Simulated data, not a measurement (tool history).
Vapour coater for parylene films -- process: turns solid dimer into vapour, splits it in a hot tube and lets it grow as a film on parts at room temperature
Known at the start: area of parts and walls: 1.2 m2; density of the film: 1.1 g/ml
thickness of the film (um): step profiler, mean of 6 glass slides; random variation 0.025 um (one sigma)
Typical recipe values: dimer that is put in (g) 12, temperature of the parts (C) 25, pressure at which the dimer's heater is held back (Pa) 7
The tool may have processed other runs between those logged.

| run | hour | dimer that is put in (g) | temperature of the parts (C) | pressure at which the dimer's heater is held back (Pa) | thickness of the film (um) |
|---|---|---|---|---|---|
| 1 | 0 | 12 | 25 | 7 | 4.95 |
| 2 | 10.8 | 12 | 25 | 7 | 4.88 |
| 3 | 33.8 | 12 | 25 | 7 | 4.91 |
| 4 | 43.3 | 12 | 25 | 7 | 4.87 |
| 5 | 66 | 12 | 25 | 7 | 4.88 |
| 6 | 80.9 | 12 | 25 | 7 | 4.9 |
| 7 | 96.8 | 12 | 25 | 7 | 4.86 |
| 8 | 107.2 | 9 | 25 | 7 | 3.62 |
| 9 | 117.3 | 12 | 25 | 7 | 4.88 |
| 10 | 139.6 | 12 | 25 | 7 | 4.83 |
| 11 | 153.9 | 14 | 25 | 7 | 5.59 |
| 12 | 175.9 | 12 | 25 | 3.37 | 5.6 |
| 13 | 191.3 | 12 | 25 | 7 | 4.83 |
| 14 | 214.1 | 12 | 25 | 7 | 4.82 |
| 15 | 226.6 | 12 | 21 | 7 | 5.52 |
| 16 | 246.2 | 12 | 21 | 7 | 5.48 |
| 17 | 261.8 | 12 | 21 | 7 | 5.5 |
| 18 | 274.1 | 12 | 24 | 7 | 4.92 |
| 19 | 283.4 | 12 | 24 | 7 | 4.92 |
| 20 | 297.9 | 12 | 21 | 7 | 5.48 |
| 21 | 317.7 | 12 | 21 | 7 | 5.47 |
| 22 | 327.4 | 12 | 21 | 7 | 5.46 |
| 23 | 339.6 | 12 | 21 | 7 | 5.46 |
| 24 | 358 | 12 | 25 | 7 | 4.71 |
| 25 | 371.8 | 12 | 25 | 2.77 | 5.73 |
| 26 | 381.4 | 7 | 25 | 7 | 2.77 |
| 27 | 401.8 | 13 | 18 | 7.22 | 6.41 |
| 28 | 413.2 | 16 | 18 | 7.22 | 8.02 |
| 29 | 422.6 | 10 | 32 | 8.96 | 2.9 |
| 30 | 434.3 | 7 | 22 | 7 | 3.05 |
| 31 | 450.2 | 7 | 22 | 7 | 3.05 |
| 32 | 461.1 | 12 | 25 | 5.55 | 4.94 |
|  | 478.6 | trap's valve overhauled |
| 33 | 484.6 | 10 | 32 | 7 | 3.18 |
| 34 | 500.1 | 11 | 25 | 7 | 4.49 |

What will run 35 give?
| 35 | 519.6 | 11 | 25 | 7 | ? |

thickness of the film (um): 4.48
Minus the tool's unlogged condition, the same run would have read thickness of the film (um) 4.57.
